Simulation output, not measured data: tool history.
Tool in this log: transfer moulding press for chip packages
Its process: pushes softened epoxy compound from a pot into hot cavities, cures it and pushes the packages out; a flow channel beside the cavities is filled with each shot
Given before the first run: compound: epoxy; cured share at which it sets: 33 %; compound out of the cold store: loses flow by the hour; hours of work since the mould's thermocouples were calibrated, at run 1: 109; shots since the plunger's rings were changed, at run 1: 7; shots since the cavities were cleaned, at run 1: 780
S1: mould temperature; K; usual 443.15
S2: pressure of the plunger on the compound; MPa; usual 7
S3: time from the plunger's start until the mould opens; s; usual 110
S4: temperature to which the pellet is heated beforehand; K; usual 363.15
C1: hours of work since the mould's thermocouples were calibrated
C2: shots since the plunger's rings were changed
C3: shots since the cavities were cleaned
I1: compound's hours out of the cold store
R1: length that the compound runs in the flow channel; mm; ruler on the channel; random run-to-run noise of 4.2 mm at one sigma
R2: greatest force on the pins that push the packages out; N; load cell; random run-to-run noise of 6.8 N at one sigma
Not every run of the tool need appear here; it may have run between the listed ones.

run   hour      S1    S2   S3      S4   C1    C2   C3    I1   R1   R2
  1      0  443.15     7  110  363.15  109     7  780  37.6  790  426
       6.3  -- cavities cleaned with cleaning compound and waxed
  2    7.5  443.15     7  110  363.15  113    78   15  11.1  925  291
  3   11.5  443.15     7  110  363.15  116   125   62  33.6  812  291
  4   15.5  446.15     7  110  363.15  118   172  109   9.6  926  284
  5   23.9  446.15     7  110  363.15  124   270  207  39.5  773  304
  6   30.4  443.15     7  110  363.15  128   348  285  36.7  795  353
  7   37.7  435.15     7  110  363.15  133   433  370    43  773  552
  8   42.4  435.15     7  110  363.15  136   489  426  31.3  832  610
  9     48  435.15     7  110  363.15  139   554  491    11  953  682
 10   56.2  435.15     7  110  363.15  145   652  589  46.8  752  591
 11   60.8  435.15     7  110  363.15  148   706  643   9.1  959  750
 12   67.5  435.15  7.84   99  363.15  152   784  721  38.6  833  796
      78.6  -- cavities cleaned with cleaning compound and waxed
 13   78.7  435.15  7.84   99  363.15  158   900    2  36.6  845  518
 14   87.3  443.15     7  128  363.15  164  1000  102  21.3  859  285
 15   96.1  443.15  6.73  110  359.15  170  1105  207  15.5  865  358
 16  101.3  443.15     7  130  356.15  173  1166  268  12.7  902  320
 17  107.1  446.15     7   93  354.15  177  1234  336   8.1  921  451
 18  116.5  446.15     7   93  354.15  183  1345  447    42  753  432

Predict each of these 5 candidate next runs independently; none follows another, all start after run 18:
  A   123  437.15     7  110  363.15  187  1421  523  43.7   ?   ?
  B   123  436.15   7.4  110  363.15  187  1421  523  42.1   ?   ?
  C   123  443.15  8.54   92  370.15  187  1421  523  18.3   ?   ?
  D   123  440.15     7   93  373.15  187  1421  523  13.5   ?   ?
  E   123  447.15  5.95   93  362.15  187  1421  523  10.7   ?   ?

run   R1   R2
  A  758  521
  B  779  553
  C  956  530
  D  905  639
  E  829  451
The same runs, with their run-to-run variation unchanged, on a tool lacking any hidden condition would have given:
run   R1   R2
  A  779  346
  B  801  366
  C  983  352
  D  931  422
  E  852  299

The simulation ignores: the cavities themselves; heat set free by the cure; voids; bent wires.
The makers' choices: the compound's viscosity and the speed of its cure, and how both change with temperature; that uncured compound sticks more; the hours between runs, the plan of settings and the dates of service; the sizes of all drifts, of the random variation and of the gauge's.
